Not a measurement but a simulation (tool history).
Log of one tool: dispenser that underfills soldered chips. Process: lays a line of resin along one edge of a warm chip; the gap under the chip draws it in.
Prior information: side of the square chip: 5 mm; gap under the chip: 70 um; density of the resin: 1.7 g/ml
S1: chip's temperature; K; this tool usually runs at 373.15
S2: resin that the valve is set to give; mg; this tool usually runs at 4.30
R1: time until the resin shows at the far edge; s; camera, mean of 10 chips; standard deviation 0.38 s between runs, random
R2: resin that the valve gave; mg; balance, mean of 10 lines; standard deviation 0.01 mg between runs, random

run	hour	S1	S2	R1	R2
1	0.0	373.15	4.30	24.7	4.17
2	4.3	373.15	4.30	32.0	4.14
# hour 6.8: new syringe of resin
# hour 10.0: dispensing valve cleaned and set on the balance
3	12.4	373.15	4.30	30.6	4.31
# hour 15.0: new syringe of resin
4	21.1	373.15	3.95	34.2	3.95
# hour 22.4: new syringe of resin
5	28.9	384.15	4.30	25.2	4.28
# hour 29.7: new syringe of resin
# hour 37.0: new syringe of resin
6	37.0	373.15	5.15	23.0	5.13
# hour 44.3: new syringe of resin
7	44.9	360.15	4.30	36.6	4.26
8	49.7	360.15	4.30	47.8	4.26
# hour 51.7: new syringe of resin
9	57.7	358.15	4.30	52.2	4.24
# hour 59.3: new syringe of resin
10	62.7	358.15	4.30	45.7	4.22
# hour 67.0: new syringe of resin
11	67.0	373.15	4.35	23.9	4.29
# hour 74.6: new syringe of resin
12	74.6	373.15	3.80	24.1	3.73
13	80.8	373.15	3.80	35.6	3.72
# hour 82.4: new syringe of resin
# hour 89.9: new syringe of resin
14	89.9	373.15	4.97	23.0	4.83
15	93.3	373.15	4.97	28.4	4.81
# hour 97.5: new syringe of resin
16	101.0	373.15	4.30	28.8	4.17
# hour 105.2: new syringe of resin
# hour 107.7: dispensing valve cleaned and set on the balance
17	109.7	373.15	4.89	28.5	4.91
# hour 113.9: new syringe of resin
18	116.8	379.15	4.08	24.1	4.07
# hour 121.8: new syringe of resin
19	123.3	379.15	4.08	21.7	4.06
# hour 129.5: new syringe of resin
20	130.9	367.15	4.03	31.7	3.98
21	134.7	367.15	4.03	37.9	3.98
# hour 136.8: stage's temperature calibrated
# hour 137.9: new syringe of resin
22	142.4	382.15	4.06	24.1	4.00
# hour 145.3: new syringe of resin
23	146.4	365.15	4.50	31.9	4.44
24	150.0	363.15	5.57	39.7	5.49
# hour 152.8: new syringe of resin
25	157.9	363.15	5.57	40.7	5.46

Predict the results of run 26:
# hour 160.3: new syringe of resin
26	162.9	362.15	5.17	?	?

R1: 36.5 s
R2: 5.06 mg
If the tool had no hidden condition, the same run with the same run-to-run variation would have returned R1 31.4 s, R2 5.16 mg.
